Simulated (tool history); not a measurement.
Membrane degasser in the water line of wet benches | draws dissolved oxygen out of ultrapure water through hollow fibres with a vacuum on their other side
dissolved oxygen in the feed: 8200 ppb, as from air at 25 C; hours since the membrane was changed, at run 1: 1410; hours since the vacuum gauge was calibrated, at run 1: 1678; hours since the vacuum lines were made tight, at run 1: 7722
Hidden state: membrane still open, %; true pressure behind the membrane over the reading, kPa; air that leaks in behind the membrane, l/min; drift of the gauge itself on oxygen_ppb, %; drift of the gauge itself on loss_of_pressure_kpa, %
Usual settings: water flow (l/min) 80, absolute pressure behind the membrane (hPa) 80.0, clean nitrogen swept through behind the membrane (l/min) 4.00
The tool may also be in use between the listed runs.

run,hour,water flow (l/min),absolute pressure behind the membrane (hPa),clean nitrogen swept through behind the membrane (l/min),hours since the membrane was changed,hours since the vacuum gauge was calibrated,hours since the vacuum lines were made tight,dissolved oxygen in the water behind the degasser (ppb),pressure that the water loses in the fibres (hPa)
1,0.0,80,80.0,4.00,1410,1678,7722,277.9,434.6
2,30.4,55,80.0,4.00,1440,1708,7752,172.2,299.4
3,74.3,80,80.0,4.00,1484,1752,7796,277.2,438.2
4,122.1,80,110.8,4.00,1532,1800,7844,396.5,439.0
5,145.5,80,110.8,4.00,1555,1823,7867,402.4,441.1
6,166.3,104,80.0,4.00,1576,1844,7888,389.1,568.1
7,190.2,104,80.0,4.00,1600,1868,7912,377.6,568.4
8,220.5,104,80.0,4.00,1630,1898,7942,377.2,571.1
9,252.1,104,120.0,8.71,1662,1930,7974,361.0,573.2
10,282.1,104,86.3,5.76,1692,1960,8004,344.2,574.5

3 ways to go on from here, each from the tool as it stands after run 10. What would each give?
A,328.3,59,52.6,6.26,1738,2006,8050,?,?
B,328.3,80,59.2,4.00,1738,2006,8050,?,?
C,328.3,70,74.8,9.80,1738,2006,8050,?,?

run,dissolved oxygen in the water behind the degasser (ppb),pressure that the water loses in the fibres (hPa)
A,76.2,326.6
B,188.7,442.8
C,121.5,386.0
Without the tool's hidden state the same runs would have given:
run,dissolved oxygen in the water behind the degasser (ppb),pressure that the water loses in the fibres (hPa)
A,76.2,322.7
B,188.7,437.6
C,121.4,381.4

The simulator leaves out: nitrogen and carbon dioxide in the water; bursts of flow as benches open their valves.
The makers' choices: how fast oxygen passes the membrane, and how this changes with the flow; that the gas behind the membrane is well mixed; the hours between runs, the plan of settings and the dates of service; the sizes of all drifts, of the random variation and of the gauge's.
